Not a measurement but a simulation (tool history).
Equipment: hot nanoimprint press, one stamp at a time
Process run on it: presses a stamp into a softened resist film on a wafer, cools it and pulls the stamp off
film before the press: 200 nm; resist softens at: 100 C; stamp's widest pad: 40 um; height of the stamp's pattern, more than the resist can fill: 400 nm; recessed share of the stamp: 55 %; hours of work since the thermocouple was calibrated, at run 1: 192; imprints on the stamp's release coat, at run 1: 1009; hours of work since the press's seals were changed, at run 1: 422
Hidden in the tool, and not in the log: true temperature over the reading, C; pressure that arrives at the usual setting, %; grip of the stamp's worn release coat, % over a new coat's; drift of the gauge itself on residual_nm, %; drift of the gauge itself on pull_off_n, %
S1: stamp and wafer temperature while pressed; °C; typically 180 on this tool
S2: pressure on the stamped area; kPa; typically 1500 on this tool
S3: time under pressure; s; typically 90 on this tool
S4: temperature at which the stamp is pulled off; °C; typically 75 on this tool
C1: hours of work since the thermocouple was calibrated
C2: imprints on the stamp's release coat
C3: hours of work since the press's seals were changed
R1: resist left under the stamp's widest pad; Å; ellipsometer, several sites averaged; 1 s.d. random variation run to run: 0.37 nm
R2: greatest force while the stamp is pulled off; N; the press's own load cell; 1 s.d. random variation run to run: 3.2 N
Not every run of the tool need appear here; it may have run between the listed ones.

run 1 hour=0 | S1=180 S2=1500 S3=90 S4=75 | C1=192 C2=1009 C3=422 | R1=759 R2=201
run 2 hour=57.5 | S1=180 S2=1500 S3=90 S4=75 | C1=221 C2=1103 C3=451 | R1=755 R2=215
run 3 hour=126.6 | S1=180 S2=1500 S3=50 S4=75 | C1=255 C2=1216 C3=485 | R1=938 R2=224
run 4 hour=191.8 | S1=180 S2=1500 S3=50 S4=75 | C1=288 C2=1322 C3=518 | R1=943 R2=237
-- hour=272.7 plate thermocouple calibrated
run 5 hour=272.7 | S1=180 S2=1500 S3=90 S4=75 | C1=0 C2=1450 C3=557 | R1=781 R2=233
run 6 hour=347.8 | S1=180 S2=1500 S3=90 S4=63 | C1=38 C2=1573 C3=595 | R1=776 R2=304
-- hour=365.2 press's hydraulic seals changed and the load cell set to zero
run 7 hour=416.7 | S1=175 S2=1500 S3=90 S4=75 | C1=68 C2=1672 C3=26 | R1=952 R2=250
run 8 hour=458 | S1=180 S2=1500 S3=90 S4=75 | C1=89 C2=1740 C3=47 | R1=773 R2=255
-- hour=482.4 plate thermocouple calibrated, once more
run 9 hour=525.7 | S1=180 S2=1500 S3=90 S4=75 | C1=22 C2=1846 C3=79 | R1=749 R2=260
run 10 hour=595.3 | S1=180 S2=1500 S3=90 S4=75 | C1=57 C2=1960 C3=114 | R1=745 R2=272
run 11 hour=672.1 | S1=180 S2=1500 S3=90 S4=75 | C1=95 C2=2085 C3=153 | R1=748 R2=261
-- hour=721.3 stamp cleaned and given a new release coat
run 12 hour=740.3 | S1=186 S2=1500 S3=90 S4=75 | C1=126 C2=31 C3=184 | R1=583 R2=153
run 13 hour=773.1 | S1=186 S2=1500 S3=90 S4=75 | C1=143 C2=85 C3=200 | R1=585 R2=159
run 14 hour=836.3 | S1=173 S2=2240 S3=49 S4=63 | C1=175 C2=188 C3=232 | R1=1010 R2=196
run 15 hour=889.5 | S1=180 S2=1160 S3=90 S4=78 | C1=201 C2=275 C3=259 | R1=861 R2=157
run 16 hour=960.9 | S1=180 S2=1160 S3=90 S4=78 | C1=237 C2=392 C3=294 | R1=869 R2=165
run 17 hour=1005.8 | S1=180 S2=1150 S3=90 S4=71 | C1=260 C2=465 C3=317 | R1=872 R2=196
run 18 hour=1045.6 | S1=169 S2=1150 S3=142 S4=78 | C1=280 C2=530 C3=337 | R1=1177 R2=167
run 19 hour=1108.1 | S1=183 S2=1500 S3=90 S4=75 | C1=311 C2=633 C3=368 | R1=668 R2=193
-- hour=1144.1 plate thermocouple calibrated
run 20 hour=1150.5 | S1=183 S2=1500 S3=90 S4=75 | C1=3 C2=697 C3=388 | R1=656 R2=187
run 21 hour=1201.2 | S1=180 S2=1500 S3=90 S4=78 | C1=29 C2=780 C3=414 | R1=743 R2=176
run 22 hour=1258.9 | S1=180 S2=1500 S3=90 S4=78 | C1=58 C2=874 C3=442 | R1=743 R2=189
run 23 hour=1332.1 | S1=171 S2=2340 S3=90 S4=75 | C1=94 C2=994 C3=479 | R1=888 R2=210
run 24 hour=1409.8 | S1=171 S2=1110 S3=90 S4=75 | C1=133 C2=1121 C3=518 | R1=1253 R2=203

For some of the steps in R1 from one run to the next: how much would appear even if the tool had no hidden state, given the settings, what came in and random variation, and how much remains for the hidden state plus any gauge scatter that the measured result and the result without hidden state don't share?
Run 8 -> 9: plate thermocouple calibrated, once more. R1 -24 Å: hidden state -30, all else +6.
Run 13 -> 14: S1 186 -> 173, S2 1500 -> 2240, S3 90 -> 49, S4 75 -> 63. R1 +425 Å: hidden state +11, all else +414.
Run 18 -> 19: S1 169 -> 183, S2 1150 -> 1500, S3 142 -> 90, S4 78 -> 75. R1 -509 Å: hidden state -8, all else -501.
Run 19 -> 20: plate thermocouple calibrated. R1 -12 Å: hidden state -17, all else +5.
